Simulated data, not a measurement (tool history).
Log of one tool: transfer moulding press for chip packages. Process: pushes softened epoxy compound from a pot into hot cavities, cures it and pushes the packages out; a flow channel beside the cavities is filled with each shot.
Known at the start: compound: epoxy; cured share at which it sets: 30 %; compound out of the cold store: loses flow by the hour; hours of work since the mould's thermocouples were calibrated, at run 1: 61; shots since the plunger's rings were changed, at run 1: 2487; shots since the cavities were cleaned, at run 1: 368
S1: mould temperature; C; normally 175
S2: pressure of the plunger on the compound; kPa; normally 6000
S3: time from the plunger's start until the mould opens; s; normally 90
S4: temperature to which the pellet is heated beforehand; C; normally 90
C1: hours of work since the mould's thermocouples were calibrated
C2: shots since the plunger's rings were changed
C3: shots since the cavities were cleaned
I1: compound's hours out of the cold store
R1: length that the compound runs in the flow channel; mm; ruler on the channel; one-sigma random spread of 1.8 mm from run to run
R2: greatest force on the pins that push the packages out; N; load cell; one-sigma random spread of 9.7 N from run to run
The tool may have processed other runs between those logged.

Run 1, hour 0: usual settings; C1 61; C2 2487; C3 368; I1 8. Result: R1 796 mm, R2 683 N.
Run 2, hour 28.2: usual settings; C1 76; C2 2763; C3 644; I1 44. Result: R1 626 mm, R2 699 N.
At hour 39.3: cavities cleaned with cleaning compound and waxed.
At hour 90.5: plunger's sealing rings changed.
Run 3, hour 91.4: usual settings but S4 84 C; C1 109; C2 9; C3 483; I1 27.1. Result: R1 719 mm, R2 681 N.
At hour 117.2: cavities cleaned with cleaning compound and waxed.
Run 4, hour 150.1: usual settings but S2 5920 kPa, S4 84 C; C1 140; C2 566; C3 320; I1 34.2. Result: R1 678 mm, R2 615 N.
At hour 191.8: cavities cleaned with cleaning compound and waxed.
Run 5, hour 202.4: usual settings but S2 5920 kPa, S4 84 C; C1 168; C2 1062; C3 103; I1 12.3. Result: R1 778 mm, R2 537 N.
Run 6, hour 231.5: usual settings but S2 5920 kPa, S4 84 C; C1 184; C2 1345; C3 386; I1 38.5. Result: R1 655 mm, R2 616 N.
At hour 270.9: cavities cleaned with cleaning compound and waxed.
Run 7, hour 271.3: usual settings but S2 5920 kPa, S4 84 C; C1 205; C2 1718; C3 4; I1 30.3. Result: R1 687 mm, R2 423 N.
Run 8, hour 305.1: usual settings; C1 223; C2 2048; C3 334; I1 13.5. Result: R1 773 mm, R2 666 N.
At hour 345.3: cavities cleaned with cleaning compound and waxed.
Run 9, hour 355.4: usual settings; C1 250; C2 2524; C3 99; I1 30.8. Result: R1 685 mm, R2 478 N.
Run 10, hour 389.8: usual settings; C1 269; C2 2859; C3 434; I1 28.6. Result: R1 691 mm, R2 683 N.
At hour 421.6: cavities cleaned with cleaning compound and waxed.
Run 11, hour 438: usual settings; C1 295; C2 3314; C3 160; I1 23.2. Result: R1 710 mm, R2 569 N.
At hour 444.5: plunger's sealing rings changed.
Run 12, hour 490.6: usual settings; C1 322; C2 449; C3 648; I1 40.1. Result: R1 653 mm, R2 726 N.
At hour 500.7: cavities cleaned with cleaning compound and waxed.
Run 13, hour 533.2: usual settings but S4 86 C; C1 345; C2 850; C3 317; I1 29.5. Result: R1 698 mm, R2 604 N.
At hour 575.8: cavities cleaned with cleaning compound and waxed.
Run 14, hour 592.5: usual settings but S4 86 C; C1 376; C2 1413; C3 162; I1 46.4. Result: R1 624 mm, R2 530 N.
Run 15, hour 635.3: usual settings but S1 169 C, S3 79 s; C1 400; C2 1831; C3 580; I1 10.7. Result: R1 804 mm, R2 1646 N.
At hour 651.3: mould's thermocouples calibrated.
At hour 652.8: cavities cleaned with cleaning compound and waxed.
Run 16, hour 664.7: usual settings but S1 178 C, S2 5160 kPa, S3 79 s, S4 95 C; C1 7; C2 2083; C3 116; I1 31.4. Result: R1 624 mm, R2 533 N.
Run 17, hour 718.2: usual settings but S1 178 C, S2 5160 kPa, S3 79 s, S4 95 C; C1 36; C2 2604; C3 637; I1 15.7. Result: R1 693 mm, R2 808 N.
At hour 728.6: cavities cleaned with cleaning compound and waxed.
Run 18, hour 767.9: usual settings but S1 173 C, S2 5300 kPa; C1 62; C2 3074; C3 383; I1 26.2. Result: R1 661 mm, R2 751 N.
At hour 801.6: plunger's sealing rings changed.
At hour 808: cavities cleaned with cleaning compound and waxed.
Run 19, hour 827.9: usual settings but S1 179 C, S2 4870 kPa, S3 100 s, S4 84 C; C1 93; C2 242; C3 195; I1 39.9. Result: R1 581 mm, R2 430 N.
At hour 882.7: cavities cleaned with cleaning compound and waxed.
Run 20, hour 891.4: usual settings but S1 179 C, S2 4870 kPa, S3 100 s, S4 84 C; C1 127; C2 845; C3 84; I1 12.2. Result: R1 700 mm, R2 382 N.
Run 21, hour 926.4: usual settings but S1 179 C, S2 4630 kPa, S3 116 s, S4 81 C; C1 146; C2 1187; C3 426; I1 36.1. Result: R1 580 mm, R2 483 N.

For run 22, what comes out?
At hour 959.5: cavities cleaned with cleaning compound and waxed.
Run 22, hour 990: usual settings but S1 178 C, S2 4630 kPa, S3 104 s, S4 84 C; C1 180; C2 1792; C3 297; I1 41.5. Result: R1 ?, R2 ?.

{"run 22": {"R1": 556, "R2": 480}}
On a tool with no hidden condition, and with the same random variation, this run would have come out at R1 566 mm, R2 343 N.
